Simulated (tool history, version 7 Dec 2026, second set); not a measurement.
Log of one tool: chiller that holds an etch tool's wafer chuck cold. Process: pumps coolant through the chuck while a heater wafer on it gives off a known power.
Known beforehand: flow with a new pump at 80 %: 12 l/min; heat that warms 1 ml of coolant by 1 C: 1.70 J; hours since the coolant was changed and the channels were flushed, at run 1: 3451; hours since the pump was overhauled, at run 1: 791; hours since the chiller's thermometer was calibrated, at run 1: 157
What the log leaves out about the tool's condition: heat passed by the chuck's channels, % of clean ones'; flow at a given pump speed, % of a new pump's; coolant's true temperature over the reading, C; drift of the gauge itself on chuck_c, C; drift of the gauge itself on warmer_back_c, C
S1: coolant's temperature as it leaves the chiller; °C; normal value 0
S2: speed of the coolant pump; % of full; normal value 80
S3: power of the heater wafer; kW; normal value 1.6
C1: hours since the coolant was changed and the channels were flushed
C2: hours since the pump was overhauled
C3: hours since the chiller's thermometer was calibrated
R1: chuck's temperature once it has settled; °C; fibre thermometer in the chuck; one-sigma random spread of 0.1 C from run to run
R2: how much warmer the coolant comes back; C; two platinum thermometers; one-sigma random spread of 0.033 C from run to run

{"run": 1, "day": 0.0, "S1": 0, "S2": 80, "S3": 1.6, "C1": 3451, "C2": 791, "C3": 157, "R1": 15.2, "R2": 4.76}
{"run": 2, "day": 1.229, "S1": 8, "S2": 80, "S3": 1.6, "C1": 3481, "C2": 821, "C3": 187, "R1": 23.3, "R2": 4.81}
{"run": 3, "day": 2.762, "S1": 8, "S2": 80, "S3": 1.6, "C1": 3518, "C2": 858, "C3": 223, "R1": 23.3, "R2": 4.76}
{"run": 4, "day": 5.175, "S1": 8, "S2": 80, "S3": 1.6, "C1": 3575, "C2": 916, "C3": 281, "R1": 23.5, "R2": 4.8}
{"run": 5, "day": 6.667, "S1": 0, "S2": 80, "S3": 1.6, "C1": 3611, "C2": 951, "C3": 317, "R1": 15.6, "R2": 4.79}
{"run": 6, "day": 8.729, "S1": -2, "S2": 80, "S3": 1.6, "C1": 3661, "C2": 1001, "C3": 366, "R1": 13.3, "R2": 4.79}
{"run": 7, "day": 9.9, "S1": -2, "S2": 80, "S3": 1.6, "C1": 3689, "C2": 1029, "C3": 395, "R1": 13.5, "R2": 4.78}
{"run": 8, "day": 12.329, "S1": 0, "S2": 71, "S3": 2.35, "C1": 3747, "C2": 1087, "C3": 453, "R1": 25, "R2": 8.05}
{"run": 9, "day": 14.567, "S1": 7, "S2": 83, "S3": 1.134, "C1": 3801, "C2": 1141, "C3": 507, "R1": 17.8, "R2": 3.3}
{"day": 14.933, "done": "coolant pump overhauled"}
{"run": 10, "day": 16.888, "S1": -3, "S2": 90, "S3": 0.842, "C1": 3852, "C2": 47, "C3": 557, "R1": 4.5, "R2": 2.26}

What will run 11 give?
{"run": 11, "day": 18.233, "S1": -3, "S2": 90, "S3": 0.842, "C1": 3884, "C2": 79, "C3": 590, "R1": "?", "R2": "?"}

Run 11 yielded R1 4.5 °C, R2 2.2 C.
If the tool had no hidden condition, the same run with the same run-to-run variation would have returned R1 3.7 °C, R2 2.14 C.
